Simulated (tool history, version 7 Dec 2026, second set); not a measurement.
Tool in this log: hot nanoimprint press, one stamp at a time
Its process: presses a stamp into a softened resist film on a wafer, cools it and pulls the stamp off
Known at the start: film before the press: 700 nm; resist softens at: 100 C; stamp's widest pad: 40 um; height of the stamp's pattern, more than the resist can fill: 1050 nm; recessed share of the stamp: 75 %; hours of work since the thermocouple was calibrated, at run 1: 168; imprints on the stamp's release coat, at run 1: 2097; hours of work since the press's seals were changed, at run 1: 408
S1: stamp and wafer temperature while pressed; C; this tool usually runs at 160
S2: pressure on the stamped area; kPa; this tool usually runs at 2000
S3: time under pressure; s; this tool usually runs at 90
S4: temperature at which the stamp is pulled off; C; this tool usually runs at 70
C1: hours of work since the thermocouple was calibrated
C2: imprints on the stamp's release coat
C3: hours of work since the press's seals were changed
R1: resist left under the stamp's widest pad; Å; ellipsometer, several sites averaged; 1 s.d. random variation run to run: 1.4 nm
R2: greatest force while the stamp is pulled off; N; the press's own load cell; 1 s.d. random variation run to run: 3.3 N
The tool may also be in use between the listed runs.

run 1 hour=0 | S1=160 S2=2000 S3=90 S4=70 | C1=168 C2=2097 C3=408 | R1=3177 R2=207
-- hour=9.9 stamp cleaned and given a new release coat
run 2 hour=39.9 | S1=160 S2=1620 S3=90 S4=70 | C1=184 C2=102 C3=424 | R1=3559 R2=160
run 3 hour=81.8 | S1=160 S2=1620 S3=90 S4=70 | C1=204 C2=244 C3=443 | R1=3573 R2=162
run 4 hour=121.1 | S1=160 S2=1620 S3=90 S4=70 | C1=222 C2=377 C3=462 | R1=3568 R2=165
run 5 hour=166.9 | S1=160 S2=1620 S3=90 S4=70 | C1=244 C2=533 C3=484 | R1=3559 R2=172
run 6 hour=210.9 | S1=160 S2=1620 S3=90 S4=70 | C1=265 C2=682 C3=504 | R1=3600 R2=170
-- hour=225.1 press's hydraulic seals changed and the load cell set to zero
run 7 hour=242.1 | S1=160 S2=1620 S3=90 S4=70 | C1=276 C2=761 C3=8 | R1=3570 R2=176
run 8 hour=287.9 | S1=160 S2=1620 S3=90 S4=70 | C1=297 C2=917 C3=30 | R1=3593 R2=184
run 9 hour=335.5 | S1=160 S2=1620 S3=90 S4=70 | C1=320 C2=1079 C3=52 | R1=3569 R2=182
run 10 hour=358.5 | S1=160 S2=2000 S3=90 S4=70 | C1=331 C2=1157 C3=63 | R1=3184 R2=178
run 11 hour=408.8 | S1=160 S2=2330 S3=90 S4=70 | C1=354 C2=1327 C3=87 | R1=2974 R2=187
run 12 hour=434.4 | S1=160 S2=2330 S3=90 S4=70 | C1=367 C2=1414 C3=99 | R1=2960 R2=191
-- hour=469.5 plate thermocouple calibrated
run 13 hour=489.9 | S1=160 S2=2000 S3=101 S4=70 | C1=10 C2=1593 C3=124 | R1=3020 R2=185
run 14 hour=514.9 | S1=160 S2=2000 S3=101 S4=70 | C1=21 C2=1678 C3=136 | R1=3016 R2=192
run 15 hour=551.5 | S1=160 S2=2000 S3=101 S4=70 | C1=39 C2=1802 C3=153 | R1=2999 R2=196
run 16 hour=606.4 | S1=160 S2=2000 S3=101 S4=70 | C1=65 C2=1989 C3=179 | R1=3022 R2=195
-- hour=650.7 stamp cleaned and given a new release coat
run 17 hour=654.9 | S1=160 S2=1960 S3=55 S4=70 | C1=85 C2=14 C3=199 | R1=3725 R2=167
run 18 hour=699.5 | S1=160 S2=2080 S3=119 S4=70 | C1=106 C2=166 C3=220 | R1=2831 R2=159
run 19 hour=736.6 | S1=160 S2=2080 S3=71 S4=70 | C1=123 C2=292 C3=237 | R1=3351 R2=167
run 20 hour=768 | S1=172 S2=2120 S3=81 S4=69 | C1=138 C2=398 C3=252 | R1=2042 R2=169
run 21 hour=792.7 | S1=172 S2=1660 S3=97 S4=61 | C1=150 C2=482 C3=264 | R1=2196 R2=182
run 22 hour=830.7 | S1=172 S2=2520 S3=97 S4=61 | C1=168 C2=611 C3=282 | R1=1727 R2=188
run 23 hour=861.9 | S1=149 S2=1440 S3=95 S4=70 | C1=183 C2=717 C3=297 | R1=5315 R2=167
run 24 hour=915.1 | S1=148 S2=2000 S3=90 S4=62 | C1=208 C2=898 C3=322 | R1=4976 R2=196
run 25 hour=942 | S1=159 S2=2000 S3=175 S4=70 | C1=220 C2=990 C3=335 | R1=2656 R2=174
run 26 hour=988.9 | S1=159 S2=2000 S3=175 S4=70 | C1=243 C2=1149 C3=357 | R1=2650 R2=176
run 27 hour=1021.4 | S1=159 S2=2000 S3=175 S4=70 | C1=258 C2=1259 C3=372 | R1=2647 R2=183
run 28 hour=1051.4 | S1=162 S2=2000 S3=175 S4=70 | C1=272 C2=1361 C3=386 | R1=2355 R2=186
run 29 hour=1087.6 | S1=161 S2=2610 S3=50 S4=64 | C1=289 C2=1484 C3=403 | R1=3232 R2=208
run 30 hour=1143.3 | S1=156 S2=2000 S3=90 S4=62 | C1=316 C2=1674 C3=430 | R1=3745 R2=212
run 31 hour=1182.8 | S1=156 S2=2000 S3=90 S4=62 | C1=334 C2=1808 C3=448 | R1=3786 R2=215

Predict each of these 3 candidate next runs independently; none follows another, all start after run 31:
run A hour=1224.6 | S1=157 S2=2000 S3=90 S4=70 | C1=354 C2=1950 C3=468 | R1=? R2=?
run B hour=1224.6 | S1=160 S2=2690 S3=90 S4=63 | C1=354 C2=1950 C3=468 | R1=? R2=?
run C hour=1224.6 | S1=160 S2=2360 S3=91 S4=70 | C1=354 C2=1950 C3=468 | R1=? R2=?

run=A R1=3615 R2=193
run=B R1=2725 R2=223
run=C R1=2947 R2=200
Stripped of hidden state, with their random variation kept, the same runs would have yielded:
run=A R1=3479 R2=152
run=B R1=2608 R2=176
run=C R1=2827 R2=157
